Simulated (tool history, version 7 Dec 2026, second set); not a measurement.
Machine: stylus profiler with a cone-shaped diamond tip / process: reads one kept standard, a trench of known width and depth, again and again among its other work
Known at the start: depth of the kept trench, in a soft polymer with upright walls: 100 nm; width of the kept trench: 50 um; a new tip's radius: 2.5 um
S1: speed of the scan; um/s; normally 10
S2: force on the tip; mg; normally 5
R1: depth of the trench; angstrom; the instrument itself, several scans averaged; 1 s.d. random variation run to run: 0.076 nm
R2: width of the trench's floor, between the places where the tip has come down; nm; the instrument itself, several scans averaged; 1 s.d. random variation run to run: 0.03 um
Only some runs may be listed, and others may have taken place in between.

run	day	S1	S2	R1	R2
1	0	10	5	1013	47700
2	1.154	10	5	1013	47720
3	3.846	10	3.97	1012.1	47670
4	5.675	10	3.97	1013.2	47690
5	6.871	10	5	1014.4	47640
6	8.008	17	5	1012.7	47640
7	10.279	10	5.62	1015.1	47620
8	11.812	10	9.92	1020.4	47590
9	13.696	10	7.71	1017	47640
10	15.183	10	7.71	1017.6	47580
11	17.675	10	7.71	1017.1	47600
12	20.121	10	7.71	1018.6	47550
13	21.533	10	7.71	1017.9	47490
14	23.154	10	5	1015.6	47480
# day 24.679: height scale calibrated on a step standard
15	25.029	10	5	1017.5	47470
16	26.354	10	5	1017.1	47510
17	28.346	10	5	1018	47540
# day 29.029: height scale calibrated on a step standard, once more
18	30.442	7	5	1011	47480
19	32.767	10	8.95	1016.8	47460
20	35.321	10	1.92	1006.5	47450
21	37.783	10	1.92	1006.8	47510
22	40.438	10	1.92	1007.1	47400
23	42.921	10	5	1011.8	47340
24	45.117	4	5.71	1013.2	47430
25	47.421	10	3.21	1009.6	47390
26	48.975	26	9.63	1017.6	47320
27	50.333	6	2.17	1007.9	47400
28	52.088	6	12.54	1021.5	47390
# day 53.892: new tip fitted, height scale calibrated
29	54.229	6	12.54	1019.2	48570
30	56.488	6	12.54	1021.2	48540
31	58.583	6	2.09	1006	48460
32	59.825	28	6.88	1011.7	48420
33	61.288	17	11.83	1019.8	48460
34	63.912	6	4.39	1009.6	48490
35	65.275	8	2.98	1007.9	48420
36	67.242	20	2.98	1007.7	48330
37	69.079	20	2.98	1008.6	48320
38	70.346	20	6.94	1012.4	48280
39	72.425	2	5.93	1012.1	48440
40	74.283	4	10.08	1017.7	48340
41	76.308	4	9.84	1017.9	48370
42	78.75	4	9.84	1016.1	48320
43	80.117	22	2.06	1006.5	48160
44	82.129	3	1.85	1007.2	48310
45	83.267	3	1.85	1005.9	48220

Predict each of these 5 candidate next runs independently; none follows another, all start after run 45:
A	84.975	31	5	?	?
B	84.975	4	1.85	?	?
C	84.975	24	10.17	?	?
D	84.975	27	1.85	?	?
E	84.975	3	2.99	?	?

run	R1	R2
A	1011.3	48160
B	1004.9	48230
C	1018	48200
D	1005.6	48070
E	1009	48290
Without the tool's hidden state the same runs would have given:
run	R1	R2
A	1010.4	48500
B	1003.9	48560
C	1017.1	48530
D	1004.7	48410
E	1008.1	48630
